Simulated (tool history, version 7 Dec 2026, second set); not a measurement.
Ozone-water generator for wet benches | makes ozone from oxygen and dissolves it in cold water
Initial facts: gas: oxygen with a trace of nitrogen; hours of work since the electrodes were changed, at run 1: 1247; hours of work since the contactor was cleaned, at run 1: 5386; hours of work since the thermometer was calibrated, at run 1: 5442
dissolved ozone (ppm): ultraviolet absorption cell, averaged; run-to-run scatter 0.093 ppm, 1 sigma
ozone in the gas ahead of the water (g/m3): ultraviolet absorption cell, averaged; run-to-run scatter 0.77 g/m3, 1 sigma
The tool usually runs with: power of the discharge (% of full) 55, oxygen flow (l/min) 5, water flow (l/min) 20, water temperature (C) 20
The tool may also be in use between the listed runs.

run	day	power of the discharge (% of full)	oxygen flow (l/min)	water flow (l/min)	water temperature (C)	hours of work since the electrodes were changed	hours of work since the contactor was cleaned	hours of work since the thermometer was calibrated	dissolved ozone (ppm)	ozone in the gas ahead of the water (g/m3)
1	0	55	5	20	20	1247	5386	5442	13.37	138.6
2	1.133	55	5	20	20	1266	5405	5461	13.31	136.2
3	2.071	55	5	20	16	1282	5421	5477	14.07	136.3
4	3.046	55	5	21	20	1298	5437	5493	12.81	137.6
5	4.604	43	5	20	20	1324	5463	5519	11.45	117.7
6	5.567	55	7.16	20	20	1341	5479	5535	14.12	123
7	6.462	49	5	20	20	1356	5494	5551	12.51	129
# day 7.604: water thermometer calibrated
8	7.912	49	5	20	20	1380	5518	5	12.41	127.6
9	9.021	49	5	23	20	1398	5537	24	11.19	129.7
10	10.375	49	5	23	20	1421	5560	46	11.22	127.8
11	12.25	49	5	23	22	1452	5591	78	10.82	127.5
12	13.929	55	5	20	15	1481	5619	106	14.23	137.5
13	15.512	55	5	20	15	1507	5646	133	14.16	136.7
14	16.367	55	5	20	15	1522	5660	147	14.22	136.7
15	17.346	55	5	25	20	1538	5677	164	11.06	137.3
16	18.908	100	5	25	20	1564	5703	190	16.02	196.2
17	19.962	100	5	25	20	1582	5721	208	15.97	196
18	21.883	100	5	25	20	1614	5753	240	15.81	197.1
19	22.988	100	5	25	20	1633	5772	258	15.86	195.6
20	24.383	100	5	25	20	1656	5795	282	15.86	195.3
21	25.4	100	5	25	20	1673	5812	299	15.74	197.6
22	26.375	47	4.59	19	17	1690	5828	315	12.96	129.5
23	27.604	47	4.73	16	26	1710	5849	336	12.77	127.5
24	29.396	47	4.73	16	26	1740	5879	366	12.86	126.2
25	30.633	55	5.61	26	20	1761	5900	387	11.03	133
26	32.433	55	5.61	26	20	1791	5930	417	10.97	132.2
27	33.396	55	5.61	26	20	1808	5946	433	10.97	131.6
28	34.808	55	5.61	26	20	1831	5970	457	11.06	131.5
29	36.288	55	5.72	20	20	1856	5995	482	13.59	131.7
30	38.062	55	5.72	20	20	1886	6025	511	13.6	130
31	39.604	63	5	22	21	1912	6051	537	13.16	150.4
32	40.833	49	4.37	19	20	1933	6071	558	12.42	133.2
33	41.862	73	3.44	19	19	1950	6089	575	14.99	184.2

What if the next run were any one of these 3? Each begins from the tool's condition after run 33:
A	43.829	55	3.35	21	25	1983	6122	608	?	?
B	43.829	55	5	18	18	1983	6122	608	?	?
C	43.829	73	3.44	28	27	1983	6122	608	?	?

run	dissolved ozone (ppm)	ozone in the gas ahead of the water (g/m3)
A	10.68	158
B	14.64	136.5
C	9.8	184.5
Without the tool's hidden state the same runs would have given:
run	dissolved ozone (ppm)	ozone in the gas ahead of the water (g/m3)
A	11.36	161.2
B	15.54	139.3
C	10.5	189

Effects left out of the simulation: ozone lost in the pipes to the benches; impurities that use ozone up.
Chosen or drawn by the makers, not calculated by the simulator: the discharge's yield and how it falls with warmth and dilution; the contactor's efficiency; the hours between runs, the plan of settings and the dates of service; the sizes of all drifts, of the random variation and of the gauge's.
